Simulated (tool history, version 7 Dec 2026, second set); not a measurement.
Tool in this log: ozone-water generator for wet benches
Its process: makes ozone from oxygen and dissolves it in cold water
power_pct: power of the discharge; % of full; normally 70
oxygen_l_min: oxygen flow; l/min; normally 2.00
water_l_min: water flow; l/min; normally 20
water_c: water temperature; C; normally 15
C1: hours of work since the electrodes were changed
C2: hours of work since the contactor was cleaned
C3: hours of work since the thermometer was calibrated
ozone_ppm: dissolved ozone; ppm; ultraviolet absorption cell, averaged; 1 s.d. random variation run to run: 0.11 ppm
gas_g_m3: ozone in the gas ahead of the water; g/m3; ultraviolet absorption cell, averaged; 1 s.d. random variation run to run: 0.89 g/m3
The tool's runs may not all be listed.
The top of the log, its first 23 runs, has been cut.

{"run": 24, "hour": 1208.9, "power_pct": 74, "oxygen_l_min": 1.98, "water_l_min": 32, "water_c": 15, "C1": 1615, "C2": 5252, "C3": 374, "ozone_ppm": 4.0, "gas_g_m3": 157.3}
{"run": 25, "hour": 1264.4, "power_pct": 89, "oxygen_l_min": 1.76, "water_l_min": 20, "water_c": 15, "C1": 1648, "C2": 5286, "C3": 408, "ozone_ppm": 8.2, "gas_g_m3": 194.7}
{"run": 26, "hour": 1321.1, "power_pct": 79, "oxygen_l_min": 2.06, "water_l_min": 20, "water_c": 15, "C1": 1683, "C2": 5320, "C3": 442, "ozone_ppm": 7.5, "gas_g_m3": 158.4}
{"run": 27, "hour": 1384.9, "power_pct": 79, "oxygen_l_min": 2.06, "water_l_min": 20, "water_c": 15, "C1": 1722, "C2": 5359, "C3": 481, "ozone_ppm": 7.5, "gas_g_m3": 160.1}
{"run": 28, "hour": 1433.1, "power_pct": 79, "oxygen_l_min": 2.06, "water_l_min": 20, "water_c": 15, "C1": 1751, "C2": 5388, "C3": 511, "ozone_ppm": 7.5, "gas_g_m3": 160.4}
{"run": 29, "hour": 1486.7, "power_pct": 42, "oxygen_l_min": 2.51, "water_l_min": 20, "water_c": 15, "C1": 1784, "C2": 5421, "C3": 543, "ozone_ppm": 4.6, "gas_g_m3": 84.2}
{"run": 30, "hour": 1533.6, "power_pct": 44, "oxygen_l_min": 1.01, "water_l_min": 19, "water_c": 8, "C1": 1813, "C2": 5450, "C3": 572, "ozone_ppm": 4.5, "gas_g_m3": 156.5}
{"run": 31, "hour": 1584.2, "power_pct": 70, "oxygen_l_min": 3.46, "water_l_min": 20, "water_c": 21, "C1": 1843, "C2": 5480, "C3": 603, "ozone_ppm": 6.7, "gas_g_m3": 104.0}
{"run": 32, "hour": 1629.8, "power_pct": 70, "oxygen_l_min": 3.46, "water_l_min": 20, "water_c": 21, "C1": 1871, "C2": 5508, "C3": 631, "ozone_ppm": 6.7, "gas_g_m3": 103.2}
{"run": 33, "hour": 1704.9, "power_pct": 44, "oxygen_l_min": 3.26, "water_l_min": 32, "water_c": 9, "C1": 1917, "C2": 5554, "C3": 676, "ozone_ppm": 2.8, "gas_g_m3": 73.2}

Alternative continuations, all from the tool just after run 33; predict every row:
{"run": "A", "hour": 1761.3, "power_pct": 79, "oxygen_l_min": 3.26, "water_l_min": 12, "water_c": 18, "C1": 1951, "C2": 5588, "C3": 711, "ozone_ppm": "?", "gas_g_m3": "?"}
{"run": "B", "hour": 1761.3, "power_pct": 46, "oxygen_l_min": 1.42, "water_l_min": 32, "water_c": 9, "C1": 1951, "C2": 5588, "C3": 711, "ozone_ppm": "?", "gas_g_m3": "?"}
{"run": "C", "hour": 1761.3, "power_pct": 89, "oxygen_l_min": 2.0, "water_l_min": 17, "water_c": 11, "C1": 1951, "C2": 5588, "C3": 711, "ozone_ppm": "?", "gas_g_m3": "?"}
{"run": "D", "hour": 1761.3, "power_pct": 70, "oxygen_l_min": 2.89, "water_l_min": 29, "water_c": 9, "C1": 1951, "C2": 5588, "C3": 711, "ozone_ppm": "?", "gas_g_m3": "?"}

run=A ozone_ppm=12.8 gas_g_m3=119.8
run=B ozone_ppm=2.5 gas_g_m3=129.8
run=C ozone_ppm=10.4 gas_g_m3=180.0
run=D ozone_ppm=4.6 gas_g_m3=115.9
Take away the tool's hidden state, keep each run's random variation, and the runs would have read:
run=A ozone_ppm=12.8 gas_g_m3=119.9
run=B ozone_ppm=2.5 gas_g_m3=129.9
run=C ozone_ppm=10.4 gas_g_m3=180.1
run=D ozone_ppm=4.6 gas_g_m3=116.0
